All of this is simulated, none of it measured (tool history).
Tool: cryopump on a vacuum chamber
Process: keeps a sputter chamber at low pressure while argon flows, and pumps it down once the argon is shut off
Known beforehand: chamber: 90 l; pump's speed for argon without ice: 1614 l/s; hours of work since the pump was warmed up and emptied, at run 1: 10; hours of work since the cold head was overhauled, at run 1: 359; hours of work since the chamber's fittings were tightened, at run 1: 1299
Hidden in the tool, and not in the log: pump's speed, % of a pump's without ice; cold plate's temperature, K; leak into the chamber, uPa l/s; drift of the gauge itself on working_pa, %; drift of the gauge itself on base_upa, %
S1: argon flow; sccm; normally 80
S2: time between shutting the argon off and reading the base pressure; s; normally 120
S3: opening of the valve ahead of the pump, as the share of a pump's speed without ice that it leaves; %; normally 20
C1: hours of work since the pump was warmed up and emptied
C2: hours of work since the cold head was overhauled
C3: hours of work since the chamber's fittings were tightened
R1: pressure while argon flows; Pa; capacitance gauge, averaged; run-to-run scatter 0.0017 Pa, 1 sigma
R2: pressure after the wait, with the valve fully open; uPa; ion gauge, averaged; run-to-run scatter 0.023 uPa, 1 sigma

run,hour,S1,S2,S3,C1,C2,C3,R1,R2
1,0,80,120,20,10,359,1299,0.4202,1.51
2,15,80,120,20,17,366,1306,0.4182,1.58
3,36.4,80,120,20,27,376,1317,0.4206,1.6
4,65.3,80,120,20,41,390,1330,0.4223,1.59
5,94,80,120,20,55,404,1344,0.4228,1.61
6,114.9,80,120,20,65,414,1354,0.4248,1.63
7,139.8,80,120,20,77,425,1366,0.4236,1.6
# hour 150.3: leaking fittings of the chamber tightened, without venting
8,168.9,80,120,20,89,438,9,0.4285,0.79
9,197,58,79,20,103,452,22,0.3088,1.1
10,211.8,80,66,20,110,459,29,0.4292,1.26
11,224.9,138,170,20,116,465,35,0.7359,0.58
12,242,62,41,20,124,473,44,0.3306,1.88
13,268.1,62,41,20,137,486,56,0.3325,1.79
14,290.4,62,41,20,147,496,67,0.3336,1.87
15,311.9,62,27,20,158,506,77,0.3309,2.67

4 ways to go on from here, each from the tool as it stands after run 15. What would each give?
A,335.3,62,27,39,169,517,88,?,?
B,335.3,100,21,42,169,517,88,?,?
C,335.3,41,51,20,169,517,88,?,?
D,335.3,62,27,51,169,517,88,?,?

run,R1,R2
A,0.1755,2.7
B,0.2644,3.45
C,0.2205,1.59
D,0.1373,2.66
With the hidden condition removed and each run's random variation left untouched, the same runs would have given:
run,R1,R2
A,0.1666,2.6
B,0.2501,3.35
C,0.2146,1.49
D,0.1285,2.56
